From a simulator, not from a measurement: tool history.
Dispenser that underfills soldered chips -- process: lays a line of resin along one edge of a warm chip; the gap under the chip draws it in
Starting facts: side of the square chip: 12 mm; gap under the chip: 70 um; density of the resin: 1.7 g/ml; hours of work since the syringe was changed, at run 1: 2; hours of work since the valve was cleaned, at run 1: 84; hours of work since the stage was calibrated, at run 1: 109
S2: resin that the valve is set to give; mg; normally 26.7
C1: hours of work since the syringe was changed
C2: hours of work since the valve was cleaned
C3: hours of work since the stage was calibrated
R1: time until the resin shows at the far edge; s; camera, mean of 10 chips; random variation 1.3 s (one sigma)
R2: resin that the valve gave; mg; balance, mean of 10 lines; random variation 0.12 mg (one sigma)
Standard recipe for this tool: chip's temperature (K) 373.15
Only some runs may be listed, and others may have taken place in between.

Run 1, hour 0: usual settings; C1 2; C2 84; C3 109. Result: R1 143.7 s, R2 25.76 mg.
Run 2, hour 6.8: usual settings; C1 6; C2 89; C3 113. Result: R1 185.7 s, R2 25.73 mg.
Run 3, hour 12.5: usual settings; C1 10; C2 93; C3 117. Result: R1 230.6 s, R2 25.59 mg.
At hour 14.8: new syringe of resin.
Run 4, hour 18.8: usual settings but S2 27.2 mg; C1 3; C2 97; C3 121. Result: R1 149.1 s, R2 25.93 mg.
Run 5, hour 24.5: usual settings but S2 27.2 mg; C1 7; C2 101; C3 125. Result: R1 185.9 s, R2 25.79 mg.
Run 6, hour 28.1: usual settings but S2 29.9 mg; C1 9; C2 103; C3 128. Result: R1 220.8 s, R2 28.57 mg.
Run 7, hour 31.4: usual settings but chip's temperature (K) 384.15; C1 11; C2 106; C3 130. Result: R1 173.9 s, R2 25.67 mg.
At hour 32.4: new syringe of resin.
Run 8, hour 38.8: usual settings but chip's temperature (K) 384.15; C1 4; C2 110; C3 135. Result: R1 117.3 s, R2 25.42 mg.
Run 9, hour 46.3: usual settings but chip's temperature (K) 384.15; C1 9; C2 116; C3 140. Result: R1 156.6 s, R2 25.3 mg.
At hour 49.8: new syringe of resin.
Run 10, hour 51.5: usual settings but chip's temperature (K) 378.15, S2 28.8 mg; C1 1; C2 119; C3 143. Result: R1 114.5 s, R2 27.39 mg.
At hour 55.9: dispensing valve cleaned and set on the balance.
Run 11, hour 60.3: usual settings but chip's temperature (K) 375.15, S2 30.8 mg; C1 7; C2 3; C3 149. Result: R1 173.2 s, R2 30.65 mg.
Run 12, hour 67: usual settings but chip's temperature (K) 382.15, S2 27.5 mg; C1 11; C2 8; C3 153. Result: R1 178.3 s, R2 27.32 mg.
At hour 68.4: new syringe of resin.
Run 13, hour 75.2: usual settings but chip's temperature (K) 361.15, S2 33.7 mg; C1 5; C2 13; C3 159. Result: R1 247.2 s, R2 33.6 mg.
Run 14, hour 79.4: usual settings but chip's temperature (K) 358.15, S2 25.8 mg; C1 7; C2 16; C3 161. Result: R1 322 s, R2 25.54 mg.
At hour 85.5: new syringe of resin.
Run 15, hour 85.7: usual settings but chip's temperature (K) 382.15, S2 25 mg; C1 0; C2 20; C3 166. Result: R1 102.2 s, R2 24.77 mg.
Run 16, hour 89.3: usual settings but chip's temperature (K) 382.15, S2 34.5 mg; C1 3; C2 22; C3 168. Result: R1 113.4 s, R2 34.11 mg.
Run 17, hour 94.4: usual settings but chip's temperature (K) 382.15, S2 34.5 mg; C1 6; C2 26; C3 171. Result: R1 139.3 s, R2 33.86 mg.
Run 18, hour 99.6: usual settings but chip's temperature (K) 380.15, S2 30.9 mg; C1 10; C2 29; C3 175. Result: R1 180.3 s, R2 30.31 mg.

Subtracting, for every run, the result it would have given without the tool's unlogged condition from the measured result gives the following. The same run-to-run variation enters both numbers; the gauge's scatter may not:
The tool's hidden condition here consists of: resin's viscosity, % of fresh resin's; dose that the valve gives, % of what is set; true chip temperature over the reading, C; drift of the gauge itself on fill_s, %; drift of the gauge itself on given_mg, %.
run      R1     R2
  1   +17.9  -1.05
  2     +61  -1.09
  3  +106.2  -1.14
  4   +25.5  -1.21
  5   +62.3  -1.25
  6   +92.9   -1.4
  7   +85.3  -1.29
  8     +28  -1.35
  9   +67.4   -1.4
 10   +10.1  -1.57
 11   +55.8  -0.06
 12   +84.6  -0.11
 13   +64.4  -0.22
 14  +120.3  -0.19
 15    +5.2  -0.23
 16   +19.7  -0.36
 17   +44.7  -0.42
 18   +80.2  -0.42
